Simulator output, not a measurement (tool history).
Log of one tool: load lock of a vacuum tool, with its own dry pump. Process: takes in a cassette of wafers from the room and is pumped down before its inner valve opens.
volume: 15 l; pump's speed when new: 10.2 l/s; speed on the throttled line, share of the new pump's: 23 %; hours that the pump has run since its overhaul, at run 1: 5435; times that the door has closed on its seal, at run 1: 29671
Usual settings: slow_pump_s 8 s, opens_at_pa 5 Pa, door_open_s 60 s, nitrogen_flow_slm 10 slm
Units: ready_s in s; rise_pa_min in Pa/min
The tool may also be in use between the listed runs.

| run | day | slow_pump_s | opens_at_pa | door_open_s | nitrogen_flow_slm | hours that the pump has run since its overhaul | times that the door has closed on its seal | incoming humidity of the room's air, % | ready_s | rise_pa_min |
|---|---|---|---|---|---|---|---|---|---|---|
| 1 | 0 | 8 | 5 | 60 | 10 | 5435 | 29671 | 45.3 | 22.19 | 0.404 |
| 2 | 6.275 | 5 | 5 | 60 | 10 | 5586 | 30233 | 45.3 | 20.05 | 0.409 |
| 3 | 11.967 | 8 | 4 | 60 | 10 | 5723 | 30743 | 48.3 | 22.56 | 0.415 |
| 4 | 16.283 | 8 | 4 | 60 | 10 | 5826 | 31129 | 47.1 | 22.79 | 0.427 |
| 5 | 19.883 | 8 | 4 | 60 | 10 | 5913 | 31452 | 48.1 | 22.66 | 0.431 |
| 6 | 24.483 | 10 | 5 | 60 | 10 | 6023 | 31863 | 46.1 | 23.82 | 0.439 |
| 7 | 27.75 | 8 | 5 | 60 | 10 | 6101 | 32156 | 43.9 | 22.36 | 0.432 |
| 8 | 32.604 | 8 | 5 | 60 | 10 | 6218 | 32591 | 43.3 | 22.34 | 0.45 |
| 9 | 36.271 | 8 | 5 | 60 | 10 | 6306 | 32919 | 45.5 | 22.35 | 0.457 |
| 10 | 41.633 | 8 | 6 | 60 | 10 | 6435 | 33399 | 43.5 | 22.14 | 0.463 |
| 11 | 48.408 | 10 | 5 | 60 | 10 | 6597 | 34006 | 43.2 | 23.97 | 0.473 |
| 12 | 54.212 | 10 | 5 | 60 | 10 | 6737 | 34526 | 45.6 | 24.05 | 0.478 |
| 13 | 60.275 | 10 | 5 | 60 | 10 | 6882 | 35069 | 47.4 | 23.95 | 0.506 |
| 14 | 66.738 | 10 | 5 | 60 | 10 | 7037 | 35647 | 44.2 | 24.11 | 0.507 |
| 15 | 71.758 | 8 | 5 | 60 | 10 | 7158 | 36097 | 45.9 | 22.4 | 0.506 |
| 16 | 77.425 | 8 | 5 | 60 | 10 | 7294 | 36604 | 43.1 | 22.52 | 0.531 |
| 17 | 80.392 | 8 | 5 | 60 | 10 | 7365 | 36870 | 45 | 22.5 | 0.527 |
| 18 | 84.15 | 8 | 5 | 111 | 10 | 7455 | 37206 | 44.5 | 22.63 | 0.555 |
| 19 | 87.342 | 8 | 5 | 111 | 10 | 7532 | 37492 | 47.1 | 22.54 | 0.577 |
|  | 89.95 | door's seal changed, seat wiped |
| 20 | 92.417 | 8 | 5 | 111 | 10 | 7652 | 221 | 45.3 | 22.7 | 0.11 |
| 21 | 98.071 | 8 | 5 | 111 | 10 | 7788 | 727 | 45.7 | 22.68 | 0.111 |
| 22 | 102.754 | 8 | 5 | 111 | 10 | 7900 | 1147 | 44.3 | 22.67 | 0.111 |
| 23 | 106.396 | 8 | 5 | 32 | 5 | 7987 | 1473 | 43.7 | 22.73 | 0.084 |
| 24 | 110.925 | 6 | 5 | 94 | 10 | 8096 | 1878 | 46.8 | 21.28 | 0.116 |
| 25 | 114.733 | 6 | 5 | 92 | 8 | 8188 | 2219 | 50.5 | 21.02 | 0.128 |
| 26 | 119.683 | 6 | 5 | 92 | 8 | 8306 | 2662 | 43.1 | 21.26 | 0.11 |
| 27 | 122.758 | 4 | 4 | 78 | 5 | 8380 | 2938 | 42.7 | 20.39 | 0.119 |
| 28 | 129.283 | 15 | 5 | 35 | 5 | 8537 | 3522 | 42.2 | 27.94 | 0.092 |
| 29 | 132.212 | 5 | 5 | 43 | 5 | 8607 | 3784 | 44.5 | 20.56 | 0.105 |
| 30 | 136.775 | 6 | 4 | 141 | 23 | 8717 | 4193 | 42 | 22.01 | 0.108 |
| 31 | 142.479 | 12 | 5 | 83 | 4 | 8853 | 4704 | 46.3 | 25.72 | 0.131 |
| 32 | 148.4 | 8 | 5 | 60 | 13 | 8995 | 5234 | 46.4 | 22.96 | 0.113 |
| 33 | 155.325 | 8 | 5 | 60 | 30 | 9162 | 5854 | 43.1 | 23.01 | 0.091 |
| 34 | 162.396 | 12 | 6 | 198 | 14 | 9331 | 6487 | 46.6 | 25.49 | 0.148 |
| 35 | 166.179 | 8 | 5 | 60 | 7 | 9422 | 6826 | 43 | 22.93 | 0.125 |

Forecast each of these 3 alternatives for the next run:
| A | 171.046 | 8 | 6 | 156 | 20 | 9539 | 7262 | 43.3 | ? | ? |
| B | 171.046 | 8 | 8 | 60 | 17 | 9539 | 7262 | 42.9 | ? | ? |
| C | 171.046 | 8 | 5 | 60 | 20 | 9539 | 7262 | 45.1 | ? | ? |

| run | ready_s | rise_pa_min |
|---|---|---|
| A | 22.57 | 0.131 |
| B | 22.06 | 0.108 |
| C | 23.22 | 0.11 |
Without the tool's hidden state the same runs would have given:
| run | ready_s | rise_pa_min |
|---|---|---|
| A | 20.65 | 0.091 |
| B | 20.21 | 0.067 |
| C | 21.25 | 0.07 |
